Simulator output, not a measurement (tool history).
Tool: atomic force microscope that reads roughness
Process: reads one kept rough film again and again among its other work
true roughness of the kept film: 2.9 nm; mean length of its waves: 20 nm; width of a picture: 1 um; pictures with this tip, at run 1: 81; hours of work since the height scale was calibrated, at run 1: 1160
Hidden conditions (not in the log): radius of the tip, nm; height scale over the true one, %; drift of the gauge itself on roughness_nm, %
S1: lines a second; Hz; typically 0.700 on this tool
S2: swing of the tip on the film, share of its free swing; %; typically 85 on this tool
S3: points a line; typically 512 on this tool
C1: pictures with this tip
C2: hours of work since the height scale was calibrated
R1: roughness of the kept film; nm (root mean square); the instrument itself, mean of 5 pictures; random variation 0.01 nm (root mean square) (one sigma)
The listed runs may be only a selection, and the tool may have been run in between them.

run 1 hour=0.0 | S1=0.700 S2=85 S3=512 | C1=81 C2=1160 | R1=2.185
run 2 hour=51.9 | S1=0.714 S2=85 S3=512 | C1=163 C2=1185 | R1=2.031
run 3 hour=94.8 | S1=0.714 S2=85 S3=512 | C1=231 C2=1206 | R1=1.919
-- hour=123.5 new tip fitted
run 4 hour=159.2 | S1=0.714 S2=85 S3=512 | C1=57 C2=1237 | R1=2.215
run 5 hour=212.1 | S1=0.700 S2=85 S3=512 | C1=141 C2=1262 | R1=2.075
run 6 hour=246.2 | S1=0.700 S2=85 S3=512 | C1=195 C2=1279 | R1=2.004
run 7 hour=289.1 | S1=0.700 S2=85 S3=512 | C1=264 C2=1299 | R1=1.869
-- hour=294.9 new tip fitted
run 8 hour=339.2 | S1=0.700 S2=85 S3=512 | C1=71 C2=1323 | R1=2.194
run 9 hour=383.5 | S1=1.574 S2=61 S3=292 | C1=141 C2=1345 | R1=2.091
run 10 hour=451.5 | S1=1.574 S2=61 S3=292 | C1=249 C2=1378 | R1=1.921
-- hour=466.4 new tip fitted
run 11 hour=495.4 | S1=1.574 S2=61 S3=292 | C1=46 C2=1398 | R1=2.242
run 12 hour=562.7 | S1=1.574 S2=61 S3=292 | C1=153 C2=1431 | R1=2.073
run 13 hour=612.2 | S1=0.700 S2=83 S3=323 | C1=232 C2=1455 | R1=1.903
-- hour=639.1 new tip fitted
run 14 hour=656.7 | S1=0.700 S2=83 S3=323 | C1=28 C2=1476 | R1=2.265
run 15 hour=709.1 | S1=0.700 S2=83 S3=323 | C1=111 C2=1501 | R1=2.083
run 16 hour=765.5 | S1=0.700 S2=57 S3=655 | C1=201 C2=1529 | R1=2.097

4 options for the next run, each taken on its own from the tool as it stands now. Forecast them:
-- hour=812.8 new tip fitted
run A hour=814.4 | S1=3.576 S2=85 S3=581 | C1=2 C2=1552 | R1=?
-- hour=812.8 new tip fitted
run B hour=814.4 | S1=0.700 S2=72 S3=978 | C1=2 C2=1552 | R1=?
-- hour=812.8 new tip fitted
run C hour=814.4 | S1=3.363 S2=83 S3=656 | C1=2 C2=1552 | R1=?
-- hour=812.8 new tip fitted
run D hour=814.4 | S1=0.700 S2=67 S3=381 | C1=2 C2=1552 | R1=?

run=A R1=1.810
run=B R1=2.435
run=C R1=1.880
run=D R1=2.413
What these runs would have given with no unlogged condition in the tool:
run=A R1=1.810
run=B R1=2.436
run=C R1=1.881
run=D R1=2.414
